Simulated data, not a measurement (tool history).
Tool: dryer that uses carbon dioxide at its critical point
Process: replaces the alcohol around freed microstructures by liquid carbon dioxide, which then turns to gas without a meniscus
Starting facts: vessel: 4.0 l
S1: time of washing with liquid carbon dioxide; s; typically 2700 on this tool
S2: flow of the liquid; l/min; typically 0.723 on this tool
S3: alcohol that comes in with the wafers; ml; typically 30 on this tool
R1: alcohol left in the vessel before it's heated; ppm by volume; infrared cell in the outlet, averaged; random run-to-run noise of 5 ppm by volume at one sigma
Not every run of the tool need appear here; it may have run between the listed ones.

run 1 hour=0 | S1=2700 S2=0.723 S3=30 | R1=25
run 2 hour=16.5 | S1=2700 S2=0.723 S3=30 | R1=39
-- hour=19.1 inlet filter changed
run 3 hour=28.9 | S1=2700 S2=0.723 S3=30 | R1=22
run 4 hour=42.8 | S1=2700 S2=0.723 S3=30 | R1=19
run 5 hour=58.4 | S1=2700 S2=0.723 S3=30 | R1=26
run 6 hour=73.7 | S1=2700 S2=0.785 S3=30 | R1=20
run 7 hour=82.5 | S1=2700 S2=0.785 S3=30 | R1=21
run 8 hour=96.9 | S1=2700 S2=0.723 S3=30 | R1=28
run 9 hour=107.4 | S1=2700 S2=0.723 S3=30 | R1=24
run 10 hour=116 | S1=2700 S2=0.723 S3=30 | R1=31
run 11 hour=132.7 | S1=2700 S2=0.723 S3=30 | R1=37
run 12 hour=140.6 | S1=1800 S2=0.723 S3=30 | R1=128
run 13 hour=154 | S1=1800 S2=0.723 S3=30 | R1=129
run 14 hour=161.9 | S1=1800 S2=0.723 S3=30 | R1=129
run 15 hour=168.8 | S1=1800 S2=0.723 S3=30 | R1=126
run 16 hour=181.9 | S1=1680 S2=0.723 S3=30 | R1=174
run 17 hour=195.2 | S1=1680 S2=0.723 S3=30 | R1=169
run 18 hour=210.9 | S1=2700 S2=0.723 S3=30 | R1=42
run 19 hour=224.5 | S1=2700 S2=0.723 S3=30 | R1=42
run 20 hour=233.9 | S1=2700 S2=0.495 S3=30 | R1=137
run 21 hour=246.9 | S1=2700 S2=0.495 S3=30 | R1=141
run 22 hour=255.9 | S1=2700 S2=0.495 S3=30 | R1=146
run 23 hour=265.4 | S1=2700 S2=0.495 S3=48 | R1=201
run 24 hour=273.3 | S1=2280 S2=0.723 S3=58 | R1=111
run 25 hour=285.2 | S1=2700 S2=0.723 S3=52 | R1=62
run 26 hour=301.3 | S1=2700 S2=0.723 S3=52 | R1=69
run 27 hour=317.7 | S1=2940 S2=0.723 S3=28 | R1=47
run 28 hour=325 | S1=2700 S2=0.723 S3=60 | R1=74
run 29 hour=336.7 | S1=2700 S2=0.659 S3=86 | R1=131

What will run 30 give?
run 30 hour=344.3 | S1=3720 S2=0.496 S3=22 | R1=?

{"run 30": {"R1": 55}}
With the hidden condition absent and the run-to-run variation left alone, this run would have shown R1 9 ppm by volume.
